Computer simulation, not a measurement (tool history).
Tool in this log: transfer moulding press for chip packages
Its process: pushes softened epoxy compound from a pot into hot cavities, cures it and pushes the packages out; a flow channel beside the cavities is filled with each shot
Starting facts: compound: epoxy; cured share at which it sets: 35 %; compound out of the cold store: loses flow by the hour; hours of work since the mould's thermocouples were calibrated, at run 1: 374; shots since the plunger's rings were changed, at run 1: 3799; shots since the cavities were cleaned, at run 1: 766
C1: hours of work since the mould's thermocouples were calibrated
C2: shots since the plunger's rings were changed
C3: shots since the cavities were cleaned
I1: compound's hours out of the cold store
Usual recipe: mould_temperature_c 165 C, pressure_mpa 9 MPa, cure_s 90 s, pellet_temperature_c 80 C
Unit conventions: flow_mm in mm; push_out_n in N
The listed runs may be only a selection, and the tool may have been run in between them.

{"run": 1, "hour": 0.0, "mould_temperature_c": 165, "pressure_mpa": 9, "cure_s": 90, "pellet_temperature_c": 80, "C1": 374, "C2": 3799, "C3": 766, "I1": 47.4, "flow_mm": 829, "push_out_n": 429}
{"run": 2, "hour": 20.6, "mould_temperature_c": 165, "pressure_mpa": 9, "cure_s": 90, "pellet_temperature_c": 80, "C1": 383, "C2": 3974, "C3": 941, "I1": 47.5, "flow_mm": 826, "push_out_n": 441}
{"hour": 43.9, "done": "cavities cleaned with cleaning compound and waxed"}
{"run": 3, "hour": 49.7, "mould_temperature_c": 165, "pressure_mpa": 9, "cure_s": 90, "pellet_temperature_c": 80, "C1": 394, "C2": 4208, "C3": 50, "I1": 40.2, "flow_mm": 847, "push_out_n": 414}
{"run": 4, "hour": 78.8, "mould_temperature_c": 165, "pressure_mpa": 10.29, "cure_s": 90, "pellet_temperature_c": 80, "C1": 406, "C2": 4453, "C3": 295, "I1": 14.5, "flow_mm": 969, "push_out_n": 420}
{"run": 5, "hour": 111.5, "mould_temperature_c": 165, "pressure_mpa": 10.29, "cure_s": 90, "pellet_temperature_c": 80, "C1": 420, "C2": 4730, "C3": 572, "I1": 26.2, "flow_mm": 946, "push_out_n": 422}
{"run": 6, "hour": 132.3, "mould_temperature_c": 165, "pressure_mpa": 10.29, "cure_s": 90, "pellet_temperature_c": 80, "C1": 429, "C2": 4906, "C3": 748, "I1": 11.8, "flow_mm": 969, "push_out_n": 443}
{"run": 7, "hour": 152.9, "mould_temperature_c": 165, "pressure_mpa": 9, "cure_s": 90, "pellet_temperature_c": 80, "C1": 438, "C2": 5080, "C3": 922, "I1": 48, "flow_mm": 832, "push_out_n": 426}
{"hour": 159.3, "done": "plunger's sealing rings changed"}
{"run": 8, "hour": 170.0, "mould_temperature_c": 165, "pressure_mpa": 9, "cure_s": 90, "pellet_temperature_c": 80, "C1": 444, "C2": 91, "C3": 1046, "I1": 11.3, "flow_mm": 896, "push_out_n": 446}
{"hour": 181.2, "done": "cavities cleaned with cleaning compound and waxed"}
{"run": 9, "hour": 196.9, "mould_temperature_c": 165, "pressure_mpa": 9, "cure_s": 92, "pellet_temperature_c": 80, "C1": 454, "C2": 305, "C3": 133, "I1": 10.6, "flow_mm": 910, "push_out_n": 422}
{"run": 10, "hour": 211.1, "mould_temperature_c": 165, "pressure_mpa": 9, "cure_s": 92, "pellet_temperature_c": 80, "C1": 460, "C2": 425, "C3": 253, "I1": 16.2, "flow_mm": 899, "push_out_n": 404}
{"run": 11, "hour": 235.9, "mould_temperature_c": 165, "pressure_mpa": 9, "cure_s": 92, "pellet_temperature_c": 80, "C1": 471, "C2": 636, "C3": 464, "I1": 28.6, "flow_mm": 874, "push_out_n": 433}
{"run": 12, "hour": 262.4, "mould_temperature_c": 165, "pressure_mpa": 9, "cure_s": 90, "pellet_temperature_c": 80, "C1": 482, "C2": 860, "C3": 688, "I1": 46.1, "flow_mm": 838, "push_out_n": 424}
{"run": 13, "hour": 286.3, "mould_temperature_c": 165, "pressure_mpa": 9, "cure_s": 90, "pellet_temperature_c": 80, "C1": 492, "C2": 1061, "C3": 889, "I1": 34.7, "flow_mm": 856, "push_out_n": 427}
{"hour": 315.4, "done": "cavities cleaned with cleaning compound and waxed"}
{"run": 14, "hour": 321.8, "mould_temperature_c": 165, "pressure_mpa": 9, "cure_s": 90, "pellet_temperature_c": 80, "C1": 506, "C2": 1350, "C3": 55, "I1": 18.3, "flow_mm": 897, "push_out_n": 418}
{"run": 15, "hour": 338.3, "mould_temperature_c": 165, "pressure_mpa": 9, "cure_s": 90, "pellet_temperature_c": 80, "C1": 513, "C2": 1489, "C3": 194, "I1": 17.9, "flow_mm": 891, "push_out_n": 434}
{"run": 16, "hour": 360.2, "mould_temperature_c": 165, "pressure_mpa": 9, "cure_s": 90, "pellet_temperature_c": 80, "C1": 523, "C2": 1674, "C3": 379, "I1": 32, "flow_mm": 856, "push_out_n": 434}
{"run": 17, "hour": 382.6, "mould_temperature_c": 165, "pressure_mpa": 9, "cure_s": 90, "pellet_temperature_c": 80, "C1": 532, "C2": 1864, "C3": 569, "I1": 13.8, "flow_mm": 905, "push_out_n": 447}
{"run": 18, "hour": 397.1, "mould_temperature_c": 167, "pressure_mpa": 9, "cure_s": 90, "pellet_temperature_c": 82, "C1": 538, "C2": 1987, "C3": 692, "I1": 45.6, "flow_mm": 835, "push_out_n": 397}
{"run": 19, "hour": 420.4, "mould_temperature_c": 160, "pressure_mpa": 7.43, "cure_s": 90, "pellet_temperature_c": 80, "C1": 548, "C2": 2183, "C3": 888, "I1": 29.7, "flow_mm": 798, "push_out_n": 565}
{"hour": 450.2, "done": "cavities cleaned with cleaning compound and waxed"}
{"run": 20, "hour": 453.2, "mould_temperature_c": 168, "pressure_mpa": 7.43, "cure_s": 90, "pellet_temperature_c": 80, "C1": 561, "C2": 2448, "C3": 25, "I1": 16.8, "flow_mm": 808, "push_out_n": 394}
{"run": 21, "hour": 476.9, "mould_temperature_c": 168, "pressure_mpa": 7.43, "cure_s": 89, "pellet_temperature_c": 71, "C1": 571, "C2": 2649, "C3": 226, "I1": 39.3, "flow_mm": 761, "push_out_n": 412}
{"run": 22, "hour": 491.6, "mould_temperature_c": 168, "pressure_mpa": 7.43, "cure_s": 89, "pellet_temperature_c": 71, "C1": 577, "C2": 2773, "C3": 350, "I1": 43, "flow_mm": 755, "push_out_n": 384}
{"run": 23, "hour": 518.2, "mould_temperature_c": 168, "pressure_mpa": 7.43, "cure_s": 89, "pellet_temperature_c": 71, "C1": 589, "C2": 2998, "C3": 575, "I1": 28, "flow_mm": 789, "push_out_n": 403}
{"run": 24, "hour": 537.4, "mould_temperature_c": 165, "pressure_mpa": 9, "cure_s": 83, "pellet_temperature_c": 80, "C1": 597, "C2": 3160, "C3": 737, "I1": 43.6, "flow_mm": 836, "push_out_n": 478}
{"run": 25, "hour": 563.7, "mould_temperature_c": 165, "pressure_mpa": 9, "cure_s": 83, "pellet_temperature_c": 80, "C1": 608, "C2": 3383, "C3": 960, "I1": 26.5, "flow_mm": 871, "push_out_n": 502}
{"run": 26, "hour": 580.0, "mould_temperature_c": 172, "pressure_mpa": 8.08, "cure_s": 72, "pellet_temperature_c": 87, "C1": 615, "C2": 3521, "C3": 1098, "I1": 12.5, "flow_mm": 839, "push_out_n": 468}
{"hour": 585.7, "done": "cavities cleaned with cleaning compound and waxed"}
{"run": 27, "hour": 613.6, "mould_temperature_c": 172, "pressure_mpa": 8.08, "cure_s": 72, "pellet_temperature_c": 87, "C1": 628, "C2": 3792, "C3": 236, "I1": 38.1, "flow_mm": 783, "push_out_n": 427}
{"run": 28, "hour": 636.0, "mould_temperature_c": 161, "pressure_mpa": 9, "cure_s": 101, "pellet_temperature_c": 72, "C1": 637, "C2": 3981, "C3": 425, "I1": 24.1, "flow_mm": 885, "push_out_n": 448}
{"run": 29, "hour": 668.5, "mould_temperature_c": 164, "pressure_mpa": 7.51, "cure_s": 101, "pellet_temperature_c": 76, "C1": 651, "C2": 4257, "C3": 701, "I1": 18.9, "flow_mm": 809, "push_out_n": 411}

Each row is a separate what-if for the run after 29, all from the same tool condition, not one after another. Results?
{"run": "A", "hour": 700.5, "mould_temperature_c": 164, "pressure_mpa": 7.51, "cure_s": 119, "pellet_temperature_c": 89, "C1": 665, "C2": 4527, "C3": 971, "I1": 18.2, "flow_mm": "?", "push_out_n": "?"}
{"run": "B", "hour": 700.5, "mould_temperature_c": 159, "pressure_mpa": 8.01, "cure_s": 88, "pellet_temperature_c": 76, "C1": 665, "C2": 4527, "C3": 971, "I1": 46.9, "flow_mm": "?", "push_out_n": "?"}
{"run": "C", "hour": 700.5, "mould_temperature_c": 165, "pressure_mpa": 9.41, "cure_s": 75, "pellet_temperature_c": 88, "C1": 665, "C2": 4527, "C3": 971, "I1": 33.3, "flow_mm": "?", "push_out_n": "?"}

run=A flow_mm=838 push_out_n=358
run=B flow_mm=810 push_out_n=602
run=C flow_mm=877 push_out_n=580
Take away the tool's hidden state, keep each run's random variation, and the runs would have read:
run=A flow_mm=838 push_out_n=355
run=B flow_mm=811 push_out_n=597
run=C flow_mm=877 push_out_n=575
